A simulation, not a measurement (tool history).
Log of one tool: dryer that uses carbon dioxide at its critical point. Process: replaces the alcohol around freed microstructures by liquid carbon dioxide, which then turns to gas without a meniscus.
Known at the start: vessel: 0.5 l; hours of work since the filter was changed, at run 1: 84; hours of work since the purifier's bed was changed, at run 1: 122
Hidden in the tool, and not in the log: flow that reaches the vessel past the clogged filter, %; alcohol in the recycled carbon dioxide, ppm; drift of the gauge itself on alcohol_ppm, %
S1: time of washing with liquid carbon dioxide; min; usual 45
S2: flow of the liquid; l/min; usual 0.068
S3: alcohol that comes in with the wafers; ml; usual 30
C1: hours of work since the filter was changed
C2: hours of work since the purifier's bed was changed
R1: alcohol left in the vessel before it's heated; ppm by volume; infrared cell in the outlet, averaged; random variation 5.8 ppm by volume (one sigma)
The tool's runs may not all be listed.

run,hour,S1,S2,S3,C1,C2,R1
1,0,45,0.068,30,84,122,338
2,14.5,45,0.068,30,95,133,359
3,32.6,45,0.068,30,108,146,382
4,63.5,45,0.068,30,130,168,435
5,92.1,45,0.068,30,151,189,461
# hour 95.4: inlet filter changed
6,107.7,45,0.068,30,9,200,232
7,129.1,45,0.068,30,24,215,246
8,154.2,38,0.068,30,43,233,614
9,178.8,45,0.068,30,60,251,306
10,195.4,45,0.068,22,72,263,252
11,220.9,29,0.068,30,91,282,2056
12,247.2,29,0.0627,30,110,301,2979
13,270,63,0.0627,30,126,317,133
14,283.2,28,0.0627,30,136,327,3555
15,303.6,49,0.0627,30,151,341,480
# hour 306.5: inlet filter changed
16,329.6,49,0.0627,20,17,360,190
17,343.7,49,0.0627,20,27,370,195
18,364.5,67,0.102,30,42,385,44
19,385.1,45,0.064,27,57,400,389
20,413.2,45,0.064,27,77,420,409
21,438.6,69,0.0589,67,96,438,190
22,458.6,69,0.0589,67,110,453,211
23,471.5,50,0.068,74,119,462,551
24,496,50,0.068,74,137,480,628
# hour 518.4: inlet filter changed
25,518.4,55,0.104,78,0,495,62
26,533.9,58,0.0519,30,11,507,318
27,563.3,58,0.0514,21,32,528,277
28,595.1,43,0.0991,89,56,551,131

The same runs without the tool's hidden state, with the same run-to-run variation:
run,R1
1,199
2,201
3,203
4,207
5,191
6,198
7,193
8,480
9,200
10,150
11,1464
12,2066
13,43
14,2307
15,199
16,139
17,135
18,3
19,262
20,248
21,75
22,79
23,250
24,264
25,8
26,251
27,187
28,50
